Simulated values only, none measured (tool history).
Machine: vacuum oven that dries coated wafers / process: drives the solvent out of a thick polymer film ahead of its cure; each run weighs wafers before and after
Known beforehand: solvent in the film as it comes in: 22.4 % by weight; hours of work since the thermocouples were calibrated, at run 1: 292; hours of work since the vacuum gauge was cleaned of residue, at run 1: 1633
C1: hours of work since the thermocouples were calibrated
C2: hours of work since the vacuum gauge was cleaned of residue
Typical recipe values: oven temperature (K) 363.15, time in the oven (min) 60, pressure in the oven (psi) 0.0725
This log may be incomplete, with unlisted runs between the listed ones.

run 1 hour=0 | oven_temperature_(K)=363.15 time_in_the_oven_(min)=60 pressure_in_the_oven_(psi)=0.0725 | C1=292 C2=1633 | solvent_left_in_the_film_(%)=4.89
run 2 hour=50.6 | oven_temperature_(K)=363.15 time_in_the_oven_(min)=60 pressure_in_the_oven_(psi)=0.0725 | C1=328 C2=1670 | solvent_left_in_the_film_(%)=4.91
run 3 hour=107.6 | oven_temperature_(K)=363.15 time_in_the_oven_(min)=60 pressure_in_the_oven_(psi)=0.0725 | C1=369 C2=1710 | solvent_left_in_the_film_(%)=4.9
run 4 hour=145.1 | oven_temperature_(K)=363.15 time_in_the_oven_(min)=60 pressure_in_the_oven_(psi)=0.0725 | C1=395 C2=1737 | solvent_left_in_the_film_(%)=4.86
run 5 hour=194.2 | oven_temperature_(K)=363.15 time_in_the_oven_(min)=60 pressure_in_the_oven_(psi)=0.0725 | C1=431 C2=1772 | solvent_left_in_the_film_(%)=4.89
run 6 hour=229.2 | oven_temperature_(K)=363.15 time_in_the_oven_(min)=60 pressure_in_the_oven_(psi)=0.0725 | C1=456 C2=1797 | solvent_left_in_the_film_(%)=4.87
run 7 hour=254.4 | oven_temperature_(K)=363.15 time_in_the_oven_(min)=60 pressure_in_the_oven_(psi)=0.0725 | C1=474 C2=1815 | solvent_left_in_the_film_(%)=4.91
run 8 hour=307.2 | oven_temperature_(K)=359.15 time_in_the_oven_(min)=60 pressure_in_the_oven_(psi)=0.0725 | C1=511 C2=1853 | solvent_left_in_the_film_(%)=5.95
run 9 hour=335.6 | oven_temperature_(K)=363.15 time_in_the_oven_(min)=60 pressure_in_the_oven_(psi)=0.0725 | C1=532 C2=1874 | solvent_left_in_the_film_(%)=4.82
run 10 hour=371.1 | oven_temperature_(K)=363.15 time_in_the_oven_(min)=80 pressure_in_the_oven_(psi)=0.0725 | C1=557 C2=1899 | solvent_left_in_the_film_(%)=3.23
run 11 hour=423.5 | oven_temperature_(K)=368.15 time_in_the_oven_(min)=60 pressure_in_the_oven_(psi)=0.0725 | C1=595 C2=1936 | solvent_left_in_the_film_(%)=3.68
-- hour=458 vacuum gauge cleaned of residue and calibrated
run 12 hour=480.8 | oven_temperature_(K)=368.15 time_in_the_oven_(min)=60 pressure_in_the_oven_(psi)=0.0725 | C1=635 C2=16 | solvent_left_in_the_film_(%)=3.68
run 13 hour=526.7 | oven_temperature_(K)=358.15 time_in_the_oven_(min)=60 pressure_in_the_oven_(psi)=0.0725 | C1=667 C2=49 | solvent_left_in_the_film_(%)=6.18
run 14 hour=580.2 | oven_temperature_(K)=358.15 time_in_the_oven_(min)=60 pressure_in_the_oven_(psi)=0.0725 | C1=706 C2=87 | solvent_left_in_the_film_(%)=6.23
run 15 hour=630.2 | oven_temperature_(K)=358.15 time_in_the_oven_(min)=60 pressure_in_the_oven_(psi)=0.0725 | C1=742 C2=123 | solvent_left_in_the_film_(%)=6.2
run 16 hour=655.3 | oven_temperature_(K)=358.15 time_in_the_oven_(min)=60 pressure_in_the_oven_(psi)=0.0725 | C1=759 C2=141 | solvent_left_in_the_film_(%)=6.21
run 17 hour=700 | oven_temperature_(K)=363.15 time_in_the_oven_(min)=60 pressure_in_the_oven_(psi)=0.0725 | C1=792 C2=173 | solvent_left_in_the_film_(%)=4.85
-- hour=726.6 vacuum gauge cleaned of residue and calibrated, once more
run 18 hour=756.2 | oven_temperature_(K)=363.15 time_in_the_oven_(min)=60 pressure_in_the_oven_(psi)=0.0725 | C1=831 C2=21 | solvent_left_in_the_film_(%)=4.6
run 19 hour=787.2 | oven_temperature_(K)=363.15 time_in_the_oven_(min)=60 pressure_in_the_oven_(psi)=0.0725 | C1=853 C2=43 | solvent_left_in_the_film_(%)=4.56
run 20 hour=842.8 | oven_temperature_(K)=363.15 time_in_the_oven_(min)=60 pressure_in_the_oven_(psi)=0.0725 | C1=893 C2=83 | solvent_left_in_the_film_(%)=4.55
run 21 hour=881.6 | oven_temperature_(K)=363.15 time_in_the_oven_(min)=60 pressure_in_the_oven_(psi)=0.0725 | C1=920 C2=111 | solvent_left_in_the_film_(%)=4.51
run 22 hour=924.7 | oven_temperature_(K)=363.15 time_in_the_oven_(min)=60 pressure_in_the_oven_(psi)=0.0725 | C1=951 C2=142 | solvent_left_in_the_film_(%)=4.53
run 23 hour=964.3 | oven_temperature_(K)=363.15 time_in_the_oven_(min)=60 pressure_in_the_oven_(psi)=0.1532 | C1=980 C2=170 | solvent_left_in_the_film_(%)=4.71
run 24 hour=994.8 | oven_temperature_(K)=363.15 time_in_the_oven_(min)=31 pressure_in_the_oven_(psi)=0.0725 | C1=1001 C2=192 | solvent_left_in_the_film_(%)=8.73
run 25 hour=1047 | oven_temperature_(K)=363.15 time_in_the_oven_(min)=60 pressure_in_the_oven_(psi)=0.0725 | C1=1039 C2=229 | solvent_left_in_the_film_(%)=4.51
run 26 hour=1070.3 | oven_temperature_(K)=370.15 time_in_the_oven_(min)=90 pressure_in_the_oven_(psi)=0.0725 | C1=1055 C2=246 | solvent_left_in_the_film_(%)=1.22
run 27 hour=1122.2 | oven_temperature_(K)=363.15 time_in_the_oven_(min)=56 pressure_in_the_oven_(psi)=0.0725 | C1=1093 C2=283 | solvent_left_in_the_film_(%)=4.96
run 28 hour=1145.5 | oven_temperature_(K)=363.15 time_in_the_oven_(min)=50 pressure_in_the_oven_(psi)=0.1775 | C1=1109 C2=300 | solvent_left_in_the_film_(%)=5.93
run 29 hour=1173.3 | oven_temperature_(K)=350.15 time_in_the_oven_(min)=58 pressure_in_the_oven_(psi)=0.0657 | C1=1129 C2=320 | solvent_left_in_the_film_(%)=8.22
run 30 hour=1226.4 | oven_temperature_(K)=373.15 time_in_the_oven_(min)=95 pressure_in_the_oven_(psi)=0.0657 | C1=1167 C2=358 | solvent_left_in_the_film_(%)=0.75
run 31 hour=1254.2 | oven_temperature_(K)=351.15 time_in_the_oven_(min)=36 pressure_in_the_oven_(psi)=0.0615 | C1=1187 C2=378 | solvent_left_in_the_film_(%)=10.91
run 32 hour=1287.9 | oven_temperature_(K)=353.15 time_in_the_oven_(min)=60 pressure_in_the_oven_(psi)=0.0447 | C1=1211 C2=402 | solvent_left_in_the_film_(%)=7.11
run 33 hour=1333.8 | oven_temperature_(K)=353.15 time_in_the_oven_(min)=60 pressure_in_the_oven_(psi)=0.0447 | C1=1244 C2=435 | solvent_left_in_the_film_(%)=7.13
run 34 hour=1381.5 | oven_temperature_(K)=358.15 time_in_the_oven_(min)=32 pressure_in_the_oven_(psi)=0.0447 | C1=1278 C2=469 | solvent_left_in_the_film_(%)=9.71
run 35 hour=1429.5 | oven_temperature_(K)=363.15 time_in_the_oven_(min)=60 pressure_in_the_oven_(psi)=0.0701 | C1=1313 C2=503 | solvent_left_in_the_film_(%)=4.47
run 36 hour=1466.2 | oven_temperature_(K)=354.15 time_in_the_oven_(min)=60 pressure_in_the_oven_(psi)=0.0701 | C1=1339 C2=529 | solvent_left_in_the_film_(%)=6.79
run 37 hour=1506.6 | oven_temperature_(K)=359.15 time_in_the_oven_(min)=32 pressure_in_the_oven_(psi)=0.0725 | C1=1368 C2=558 | solvent_left_in_the_film_(%)=9.35
run 38 hour=1559.8 | oven_temperature_(K)=359.15 time_in_the_oven_(min)=32 pressure_in_the_oven_(psi)=0.0725 | C1=1406 C2=596 | solvent_left_in_the_film_(%)=9.54
run 39 hour=1597.2 | oven_temperature_(K)=366.15 time_in_the_oven_(min)=94 pressure_in_the_oven_(psi)=0.1275 | C1=1433 C2=623 | solvent_left_in_the_film_(%)=1.67
run 40 hour=1646.2 | oven_temperature_(K)=370.15 time_in_the_oven_(min)=31 pressure_in_the_oven_(psi)=0.0743 | C1=1468 C2=658 | solvent_left_in_the_film_(%)=6.82
run 41 hour=1684.5 | oven_temperature_(K)=370.15 time_in_the_oven_(min)=60 pressure_in_the_oven_(psi)=0.1881 | C1=1495 C2=686 | solvent_left_in_the_film_(%)=3
run 42 hour=1712.1 | oven_temperature_(K)=364.15 time_in_the_oven_(min)=64 pressure_in_the_oven_(psi)=0.22 | C1=1515 C2=705 | solvent_left_in_the_film_(%)=4.02
run 43 hour=1758.8 | oven_temperature_(K)=362.15 time_in_the_oven_(min)=102 pressure_in_the_oven_(psi)=0.0525 | C1=1548 C2=739 | solvent_left_in_the_film_(%)=1.81
run 44 hour=1791 | oven_temperature_(K)=362.15 time_in_the_oven_(min)=102 pressure_in_the_oven_(psi)=0.0525 | C1=1571 C2=762 | solvent_left_in_the_film_(%)=1.77
run 45 hour=1831.1 | oven_temperature_(K)=369.15 time_in_the_oven_(min)=72 pressure_in_the_oven_(psi)=0.0525 | C1=1600 C2=791 | solvent_left_in_the_film_(%)=2.06
run 46 hour=1854.7 | oven_temperature_(K)=369.15 time_in_the_oven_(min)=72 pressure_in_the_oven_(psi)=0.0525 | C1=1617 C2=807 | solvent_left_in_the_film_(%)=2.1
-- hour=1865.2 oven's thermocouples calibrated
run 47 hour=1887.7 | oven_temperature_(K)=369.15 time_in_the_oven_(min)=72 pressure_in_the_oven_(psi)=0.0525 | C1=16 C2=830 | solvent_left_in_the_film_(%)=2.74

Below are 4 alternative next runs, each starting from the tool's condition after run 47. Predict each:
run A hour=1913.7 | oven_temperature_(K)=352.15 time_in_the_oven_(min)=72 pressure_in_the_oven_(psi)=0.0525 | C1=35 C2=848 | solvent_left_in_the_film_(%)=?
run B hour=1913.7 | oven_temperature_(K)=354.15 time_in_the_oven_(min)=61 pressure_in_the_oven_(psi)=0.0525 | C1=35 C2=848 | solvent_left_in_the_film_(%)=?
run C hour=1913.7 | oven_temperature_(K)=358.15 time_in_the_oven_(min)=36 pressure_in_the_oven_(psi)=0.0725 | C1=35 C2=848 | solvent_left_in_the_film_(%)=?
run D hour=1913.7 | oven_temperature_(K)=367.15 time_in_the_oven_(min)=103 pressure_in_the_oven_(psi)=0.258 | C1=35 C2=848 | solvent_left_in_the_film_(%)=?

run=A solvent_left_in_the_film_(%)=7.08
run=B solvent_left_in_the_film_(%)=7.55
run=C solvent_left_in_the_film_(%)=9.95
run=D solvent_left_in_the_film_(%)=2
The same runs, with their run-to-run variation unchanged, on a tool lacking any hidden condition would have given:
run=A solvent_left_in_the_film_(%)=6.85
run=B solvent_left_in_the_film_(%)=7.32
run=C solvent_left_in_the_film_(%)=9.76
run=D solvent_left_in_the_film_(%)=1.86
